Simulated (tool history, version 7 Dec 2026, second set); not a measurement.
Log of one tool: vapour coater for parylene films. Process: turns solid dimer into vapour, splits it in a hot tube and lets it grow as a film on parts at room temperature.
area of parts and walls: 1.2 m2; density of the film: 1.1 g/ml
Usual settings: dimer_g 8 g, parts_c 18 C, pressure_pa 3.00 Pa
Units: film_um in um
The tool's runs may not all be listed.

run 1 hour=0.0 | dimer_g=8 parts_c=18 pressure_pa=3.00 | film_um=3.56
run 2 hour=19.9 | dimer_g=8 parts_c=11 pressure_pa=3.00 | film_um=4.76
run 3 hour=34.9 | dimer_g=8 parts_c=20 pressure_pa=3.00 | film_um=3.32
run 4 hour=53.2 | dimer_g=8 parts_c=18 pressure_pa=3.00 | film_um=3.56
run 5 hour=86.7 | dimer_g=8 parts_c=18 pressure_pa=3.00 | film_um=3.56
run 6 hour=106.0 | dimer_g=7 parts_c=18 pressure_pa=3.00 | film_um=3.11
run 7 hour=120.5 | dimer_g=8 parts_c=18 pressure_pa=3.00 | film_um=3.60
run 8 hour=135.5 | dimer_g=9 parts_c=18 pressure_pa=3.00 | film_um=4.01
run 9 hour=161.2 | dimer_g=8 parts_c=18 pressure_pa=2.46 | film_um=3.69
run 10 hour=187.8 | dimer_g=8 parts_c=18 pressure_pa=2.46 | film_um=3.74
run 11 hour=219.6 | dimer_g=8 parts_c=18 pressure_pa=3.00 | film_um=3.52
run 12 hour=241.0 | dimer_g=8 parts_c=18 pressure_pa=3.00 | film_um=3.55
run 13 hour=256.5 | dimer_g=8 parts_c=17 pressure_pa=3.00 | film_um=3.69
run 14 hour=272.3 | dimer_g=8 parts_c=22 pressure_pa=3.00 | film_um=3.02
run 15 hour=295.0 | dimer_g=8 parts_c=22 pressure_pa=3.00 | film_um=3.04
run 16 hour=331.2 | dimer_g=8 parts_c=22 pressure_pa=3.00 | film_um=3.03
run 17 hour=365.8 | dimer_g=13 parts_c=18 pressure_pa=3.00 | film_um=5.85
run 18 hour=391.6 | dimer_g=6 parts_c=18 pressure_pa=3.00 | film_um=2.64
run 19 hour=415.8 | dimer_g=6 parts_c=18 pressure_pa=3.00 | film_um=2.68
run 20 hour=437.7 | dimer_g=8 parts_c=18 pressure_pa=3.00 | film_um=3.54
run 21 hour=469.6 | dimer_g=8 parts_c=18 pressure_pa=3.00 | film_um=3.55
run 22 hour=494.2 | dimer_g=8 parts_c=18 pressure_pa=3.00 | film_um=3.55
run 23 hour=511.8 | dimer_g=8 parts_c=18 pressure_pa=3.00 | film_um=3.59
run 24 hour=538.7 | dimer_g=8 parts_c=15 pressure_pa=2.16 | film_um=4.36
run 25 hour=574.5 | dimer_g=8 parts_c=11 pressure_pa=3.00 | film_um=4.75
run 26 hour=589.7 | dimer_g=6 parts_c=14 pressure_pa=3.00 | film_um=3.16
run 27 hour=623.9 | dimer_g=5 parts_c=16 pressure_pa=2.98 | film_um=2.42
run 28 hour=641.2 | dimer_g=3 parts_c=12 pressure_pa=2.98 | film_um=1.72
run 29 hour=657.4 | dimer_g=3 parts_c=12 pressure_pa=2.98 | film_um=1.70
run 30 hour=679.5 | dimer_g=3 parts_c=20 pressure_pa=2.98 | film_um=1.21
run 31 hour=697.7 | dimer_g=8 parts_c=19 pressure_pa=11.82 | film_um=2.46
run 32 hour=729.0 | dimer_g=3 parts_c=17 pressure_pa=6.44 | film_um=1.17
run 33 hour=747.3 | dimer_g=5 parts_c=20 pressure_pa=2.11 | film_um=2.23
run 34 hour=774.2 | dimer_g=5 parts_c=22 pressure_pa=2.11 | film_um=2.06
run 35 hour=797.8 | dimer_g=7 parts_c=25 pressure_pa=3.00 | film_um=2.36
run 36 hour=828.3 | dimer_g=7 parts_c=25 pressure_pa=3.00 | film_um=2.33
run 37 hour=851.3 | dimer_g=7 parts_c=25 pressure_pa=3.00 | film_um=2.34
run 38 hour=872.2 | dimer_g=7 parts_c=18 pressure_pa=3.00 | film_um=3.13
run 39 hour=903.4 | dimer_g=7 parts_c=11 pressure_pa=3.00 | film_um=4.12
run 40 hour=923.5 | dimer_g=7 parts_c=11 pressure_pa=3.00 | film_um=4.19
run 41 hour=955.9 | dimer_g=7 parts_c=11 pressure_pa=3.00 | film_um=4.16
run 42 hour=989.3 | dimer_g=7 parts_c=12 pressure_pa=3.00 | film_um=4.01
run 43 hour=1028.8 | dimer_g=5 parts_c=22 pressure_pa=2.87 | film_um=1.92
run 44 hour=1059.2 | dimer_g=5 parts_c=22 pressure_pa=2.87 | film_um=1.92
run 45 hour=1079.6 | dimer_g=13 parts_c=19 pressure_pa=11.64 | film_um=4.01

Taken out of this log: 1 entry between the listed runs. Where each belongs, and how the hidden state differs across it:
Between runs 42 and 43: trap's valve overhauled (hour 1026.5)
  vapour lost through the trap's worn valve, %: 0.3 -> 0
